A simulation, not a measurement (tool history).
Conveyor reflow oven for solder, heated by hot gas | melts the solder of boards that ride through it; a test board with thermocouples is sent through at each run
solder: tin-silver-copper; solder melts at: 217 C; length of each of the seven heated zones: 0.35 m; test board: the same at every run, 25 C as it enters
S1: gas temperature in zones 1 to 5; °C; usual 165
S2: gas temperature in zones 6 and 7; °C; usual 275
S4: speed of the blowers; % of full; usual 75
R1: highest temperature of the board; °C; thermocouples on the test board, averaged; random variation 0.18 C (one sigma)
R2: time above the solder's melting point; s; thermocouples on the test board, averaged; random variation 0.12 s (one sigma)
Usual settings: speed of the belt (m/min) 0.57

Run 1, hour 0: usual settings. Result: R1 257 °C, R2 55.4 s.
Run 2, hour 51.3: usual settings. Result: R1 256.9 °C, R2 55.1 s.
Run 3, hour 84.3: usual settings but S4 69 % of full. Result: R1 255.1 °C, R2 53.9 s.
Run 4, hour 151.6: usual settings but S4 51 % of full. Result: R1 248.3 °C, R2 47.2 s.
Run 5, hour 212: usual settings but S4 51 % of full. Result: R1 248.1 °C, R2 47.2 s.
Run 6, hour 281.2: usual settings. Result: R1 257 °C, R2 55.3 s.
At hour 312.8: thermocouples of zones 6 and 7 changed.
Run 7, hour 337.4: usual settings. Result: R1 257.1 °C, R2 55.2 s.
Run 8, hour 392.7: usual settings. Result: R1 257 °C, R2 55.5 s.
Run 9, hour 442.6: usual settings. Result: R1 256.7 °C, R2 55.1 s.
Run 10, hour 473.6: usual settings. Result: R1 257 °C, R2 55.1 s.
Run 11, hour 529: usual settings but S2 264 °C. Result: R1 247.2 °C, R2 48.5 s.
Run 12, hour 588.8: usual settings but S2 264 °C. Result: R1 247.3 °C, R2 48.5 s.
Run 13, hour 637.9: usual settings but S2 264 °C. Result: R1 247 °C, R2 48.5 s.
At hour 662: flux residue cleaned out of gas plates and filters.
Run 14, hour 677.1: usual settings but S2 264 °C. Result: R1 247.2 °C, R2 48.6 s.
Run 15, hour 713.9: usual settings but S4 50 % of full. Result: R1 248.3 °C, R2 46.8 s.
Run 16, hour 755.4: usual settings but S1 157 °C. Result: R1 255.8 °C, R2 52.1 s.
Run 17, hour 823.5: usual settings but S2 274 °C, speed of the belt (m/min) 0.615, S4 52 % of full. Result: R1 244.2 °C, R2 40 s.
Run 18, hour 871.6: usual settings but S2 274 °C, speed of the belt (m/min) 0.615, S4 52 % of full. Result: R1 244.6 °C, R2 39.8 s.
Run 19, hour 928.6: usual settings but S1 158 °C, speed of the belt (m/min) 0.491. Result: R1 261 °C, R2 65.8 s.
Run 20, hour 978.1: usual settings but S1 158 °C, speed of the belt (m/min) 0.491. Result: R1 260.9 °C, R2 65.8 s.
Run 21, hour 1017.6: usual settings but S1 158 °C, speed of the belt (m/min) 0.491. Result: R1 260.9 °C, R2 65.7 s.
Run 22, hour 1064.3: usual settings but S1 178 °C, speed of the belt (m/min) 0.67. Result: R1 253.4 °C, R2 47.9 s.
Run 23, hour 1122.3: usual settings but S4 52 % of full. Result: R1 249.1 °C, R2 47.5 s.
Run 24, hour 1167: usual settings but S1 150 °C, S2 272 °C, speed of the belt (m/min) 0.513, S4 55 % of full. Result: R1 249.2 °C, R2 49.9 s.
Run 25, hour 1216.2: usual settings but S1 150 °C, S2 272 °C, speed of the belt (m/min) 0.513, S4 55 % of full. Result: R1 249.2 °C, R2 50.1 s.
Run 26, hour 1271: usual settings but S1 150 °C, S2 272 °C, speed of the belt (m/min) 0.513, S4 55 % of full. Result: R1 248.7 °C, R2 49.9 s.
Run 27, hour 1302.2: usual settings but S1 162 °C, S2 285 °C, speed of the belt (m/min) 0.629, S4 55 % of full. Result: R1 252.9 °C, R2 45.1 s.
At hour 1311.9: belt drive overhauled, speed set with a stopwatch.
At hour 1324.8: flux residue cleaned out of gas plates and filters.
Run 28, hour 1377.5: usual settings but S1 172 °C, S4 71 % of full. Result: R1 256.8 °C, R2 57.3 s.
Run 29, hour 1441.4: usual settings but S1 172 °C, S4 71 % of full. Result: R1 257.1 °C, R2 57.2 s.
Run 30, hour 1471.6: usual settings but S1 172 °C, S4 64 % of full. Result: R1 254.8 °C, R2 55.5 s.

Forecast each of these 4 alternatives for the next run:
Run A, hour 1516.5: usual settings but S1 159 °C, S2 265 °C, S4 61 % of full. Result: R1 ?, R2 ?.
Run B, hour 1516.5: usual settings but S1 160 °C, speed of the belt (m/min) 0.501, S4 64 % of full. Result: R1 ?, R2 ?.
Run C, hour 1516.5: usual settings but S2 265 °C, S4 65 % of full. Result: R1 ?, R2 ?.
Run D, hour 1516.5: usual settings but S1 156 °C, speed of the belt (m/min) 0.469, S4 67 % of full. Result: R1 ?, R2 ?.

run     R1    R2
  A  242.8  41.4
  B  257.9    62
  C  245.2  45.9
  D  260.3  67.7
Without the tool's hidden state the same runs would have given:
run     R1    R2
  A  242.9  41.5
  B  257.9    62
  C  245.2    46
  D  260.3  67.7
